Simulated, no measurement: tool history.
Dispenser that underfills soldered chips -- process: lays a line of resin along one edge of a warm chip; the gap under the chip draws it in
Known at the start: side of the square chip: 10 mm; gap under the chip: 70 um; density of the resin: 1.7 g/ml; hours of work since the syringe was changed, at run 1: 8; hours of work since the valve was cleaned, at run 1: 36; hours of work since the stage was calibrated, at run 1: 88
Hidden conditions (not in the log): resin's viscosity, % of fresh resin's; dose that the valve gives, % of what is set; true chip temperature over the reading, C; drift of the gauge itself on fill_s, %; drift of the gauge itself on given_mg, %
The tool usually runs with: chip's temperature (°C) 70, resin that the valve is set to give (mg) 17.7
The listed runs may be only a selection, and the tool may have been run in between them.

run,day,chip's temperature (°C),resin that the valve is set to give (mg),hours of work since the syringe was changed,hours of work since the valve was cleaned,hours of work since the stage was calibrated,time until the resin shows at the far edge (s),resin that the valve gave (mg)
1,0,70,17.7,8,36,88,94.6,17.53
# day 0.129: new syringe of resin
2,0.346,70,15.4,4,41,94,81.5,15.21
3,0.596,70,19.1,8,46,98,91.1,18.86
# day 0.725: new syringe of resin
4,0.875,70,20.1,3,50,103,75.6,19.77
5,1.071,70,20.1,6,54,106,85.5,19.74
# day 1.329: new syringe of resin
6,1.488,70,20.1,3,61,113,77,19.68
7,1.762,70,20.1,8,66,118,89.2,19.66
# day 1.954: new syringe of resin
8,2.038,57,17.7,1,70,123,150,17.32
# day 2.229: dispensing valve cleaned and set on the balance
9,2.379,57,17.7,7,3,128,177.3,17.69
# day 2.583: new syringe of resin
10,2.758,57,17.7,3,9,134,156.2,17.67
11,3.117,68,19.1,9,15,141,104.1,19.06
# day 3.183: new syringe of resin
12,3.392,64,20.3,4,20,145,107.3,20.23
# day 3.779: new syringe of resin
13,3.804,64,20.3,0,27,152,97.3,20.15
14,4.208,82,20.9,7,34,159,49.3,20.7
# day 4.371: new syringe of resin
15,4.433,82,20.9,1,38,163,38.9,20.67
16,4.633,73,18.2,5,41,166,68.8,17.96
17,4.85,66,21.4,8,45,170,113.7,21.12
# day 4.967: new syringe of resin
18,5.229,56,21.4,5,51,177,171.9,21.05
# day 5.571: new syringe of resin
19,5.646,56,21.4,1,58,184,150.1,20.98
20,5.85,55,16.4,5,62,187,184.5,16.09

Alternative continuations, all from the tool just after run 20; predict every row:
# day 6.158: new syringe of resin
A,6.204,76,17.7,1,68,193,?,?
# day 6.158: new syringe of resin
B,6.204,81,17.7,1,68,193,?,?
# day 6.158: new syringe of resin
C,6.204,57,19.3,1,68,193,?,?
# day 6.158: new syringe of resin
D,6.204,57,15.4,1,68,193,?,?

run,time until the resin shows at the far edge (s),resin that the valve gave (mg)
A,53.1,17.34
B,41.3,17.3
C,141.5,18.91
D,148.5,15.08
Without the tool's unlogged condition, the same runs would have read:
run,time until the resin shows at the far edge (s),resin that the valve gave (mg)
A,54.1,17.71
B,42,17.68
C,144.9,19.32
D,151.4,15.4
